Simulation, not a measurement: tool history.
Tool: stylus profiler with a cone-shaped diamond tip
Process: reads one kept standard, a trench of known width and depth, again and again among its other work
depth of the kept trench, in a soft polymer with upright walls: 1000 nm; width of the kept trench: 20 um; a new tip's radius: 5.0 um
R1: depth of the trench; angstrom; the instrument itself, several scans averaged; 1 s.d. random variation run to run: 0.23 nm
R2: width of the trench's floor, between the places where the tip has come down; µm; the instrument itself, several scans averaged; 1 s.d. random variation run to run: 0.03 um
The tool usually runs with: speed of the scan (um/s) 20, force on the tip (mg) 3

run 1 hour=0 | speed_of_the_scan_(um/s)=20 force_on_the_tip_(mg)=3 | R1=10159.5 R2=12.16
run 2 hour=9 | speed_of_the_scan_(um/s)=20 force_on_the_tip_(mg)=3 | R1=10160.3 R2=12.15
run 3 hour=21.9 | speed_of_the_scan_(um/s)=12 force_on_the_tip_(mg)=3 | R1=10159.5 R2=12.17
run 4 hour=37.6 | speed_of_the_scan_(um/s)=12 force_on_the_tip_(mg)=3 | R1=10161.3 R2=12.14
run 5 hour=49.7 | speed_of_the_scan_(um/s)=12 force_on_the_tip_(mg)=3 | R1=10161.1 R2=12.15
run 6 hour=64.1 | speed_of_the_scan_(um/s)=12 force_on_the_tip_(mg)=5.2 | R1=10227.1 R2=12.09
run 7 hour=79.2 | speed_of_the_scan_(um/s)=12 force_on_the_tip_(mg)=5.2 | R1=10233.2 R2=12.04
run 8 hour=90.5 | speed_of_the_scan_(um/s)=12 force_on_the_tip_(mg)=5.2 | R1=10232.2 R2=12.08
run 9 hour=101.8 | speed_of_the_scan_(um/s)=12 force_on_the_tip_(mg)=5.2 | R1=10232.9 R2=12.11
run 10 hour=112.9 | speed_of_the_scan_(um/s)=12 force_on_the_tip_(mg)=5.2 | R1=10229.7 R2=12.01
run 11 hour=124 | speed_of_the_scan_(um/s)=12 force_on_the_tip_(mg)=5.2 | R1=10234.9 R2=12
run 12 hour=132.9 | speed_of_the_scan_(um/s)=12 force_on_the_tip_(mg)=5.2 | R1=10229.2 R2=11.97
run 13 hour=139.9 | speed_of_the_scan_(um/s)=34 force_on_the_tip_(mg)=3 | R1=10161.9 R2=11.84
run 14 hour=151.7 | speed_of_the_scan_(um/s)=34 force_on_the_tip_(mg)=3 | R1=10167.4 R2=11.87
run 15 hour=163 | speed_of_the_scan_(um/s)=20 force_on_the_tip_(mg)=4.64 | R1=10219.3 R2=11.9
run 16 hour=179.2 | speed_of_the_scan_(um/s)=20 force_on_the_tip_(mg)=3 | R1=10165.6 R2=11.91
run 17 hour=187.4 | speed_of_the_scan_(um/s)=20 force_on_the_tip_(mg)=3 | R1=10165.2 R2=11.86
run 18 hour=201.1 | speed_of_the_scan_(um/s)=20 force_on_the_tip_(mg)=8.55 | R1=10326.5 R2=11.85
run 19 hour=209.1 | speed_of_the_scan_(um/s)=20 force_on_the_tip_(mg)=8.55 | R1=10325.9 R2=11.86
run 20 hour=225 | speed_of_the_scan_(um/s)=20 force_on_the_tip_(mg)=8.55 | R1=10312.5 R2=11.76
run 21 hour=235.4 | speed_of_the_scan_(um/s)=20 force_on_the_tip_(mg)=4.03 | R1=10192.4 R2=11.78
run 22 hour=243.7 | speed_of_the_scan_(um/s)=20 force_on_the_tip_(mg)=1 | R1=10070.3 R2=11.69
run 23 hour=258.2 | speed_of_the_scan_(um/s)=20 force_on_the_tip_(mg)=1 | R1=10075 R2=11.61
run 24 hour=266.2 | speed_of_the_scan_(um/s)=16 force_on_the_tip_(mg)=4.86 | R1=10208.1 R2=11.75
run 25 hour=281.4 | speed_of_the_scan_(um/s)=8 force_on_the_tip_(mg)=1.24 | R1=10087.7 R2=11.72
run 26 hour=293 | speed_of_the_scan_(um/s)=8 force_on_the_tip_(mg)=1.24 | R1=10087.5 R2=11.67
run 27 hour=300.6 | speed_of_the_scan_(um/s)=15 force_on_the_tip_(mg)=8.85 | R1=10317.4 R2=11.66
run 28 hour=314.2 | speed_of_the_scan_(um/s)=12 force_on_the_tip_(mg)=1.41 | R1=10096.7 R2=11.66
run 29 hour=323.4 | speed_of_the_scan_(um/s)=35 force_on_the_tip_(mg)=4.81 | R1=10214.5 R2=11.63
run 30 hour=330.4 | speed_of_the_scan_(um/s)=48 force_on_the_tip_(mg)=6.47 | R1=10261.2 R2=11.53
run 31 hour=339.8 | speed_of_the_scan_(um/s)=17 force_on_the_tip_(mg)=1.74 | R1=10107.7 R2=11.56
run 32 hour=351 | speed_of_the_scan_(um/s)=9 force_on_the_tip_(mg)=2.61 | R1=10139.5 R2=11.56
run 33 hour=365.9 | speed_of_the_scan_(um/s)=9 force_on_the_tip_(mg)=2.61 | R1=10140.5 R2=11.57
run 34 hour=380.1 | speed_of_the_scan_(um/s)=21 force_on_the_tip_(mg)=3.39 | R1=10170.9 R2=11.58
run 35 hour=386.9 | speed_of_the_scan_(um/s)=21 force_on_the_tip_(mg)=3.39 | R1=10172 R2=11.52
run 36 hour=395.3 | speed_of_the_scan_(um/s)=40 force_on_the_tip_(mg)=4.89 | R1=10215 R2=11.49
run 37 hour=406.3 | speed_of_the_scan_(um/s)=34 force_on_the_tip_(mg)=2.22 | R1=10128.7 R2=11.41
run 38 hour=419.2 | speed_of_the_scan_(um/s)=13 force_on_the_tip_(mg)=4.51 | R1=10202.8 R2=11.49
run 39 hour=434.5 | speed_of_the_scan_(um/s)=47 force_on_the_tip_(mg)=2.45 | R1=10136.9 R2=11.36
run 40 hour=448 | speed_of_the_scan_(um/s)=47 force_on_the_tip_(mg)=2.45 | R1=10140.9 R2=11.33
run 41 hour=454.6 | speed_of_the_scan_(um/s)=47 force_on_the_tip_(mg)=2.45 | R1=10138.2 R2=11.28
run 42 hour=467.1 | speed_of_the_scan_(um/s)=53 force_on_the_tip_(mg)=1.32 | R1=10093.9 R2=11.25
run 43 hour=473.7 | speed_of_the_scan_(um/s)=61 force_on_the_tip_(mg)=1.9 | R1=10119.8 R2=11.15
run 44 hour=487.5 | speed_of_the_scan_(um/s)=61 force_on_the_tip_(mg)=1.9 | R1=10119.7 R2=11.19
run 45 hour=496.4 | speed_of_the_scan_(um/s)=47 force_on_the_tip_(mg)=2.64 | R1=10145.2 R2=11.27

Not shown here: 2 entries made in the log between runs. Locate each between two listed runs and compare the hidden state at the listed run before it with the hidden state at the listed run after it:
Runs 17 to 18: height scale calibrated on a step standard (hour 189.2)
  radius of the tip, um: 8.63 -> 8.68; height scale over the true one, %: 0.11 -> 0.174
  measured value less the no-hidden-state value, R1: +11.1 -> +18 angstrom; R2: -2.06 -> -2.08 µm
Runs 19 to 20: height scale calibrated on a step standard, once more (hour 222.8)
  radius of the tip, um: 8.7 -> 8.76; height scale over the true one, %: 0.175 -> 0.005
  measured value less the no-hidden-state value, R1: +18 -> +0.5 angstrom; R2: -2.1 -> -2.13 µm
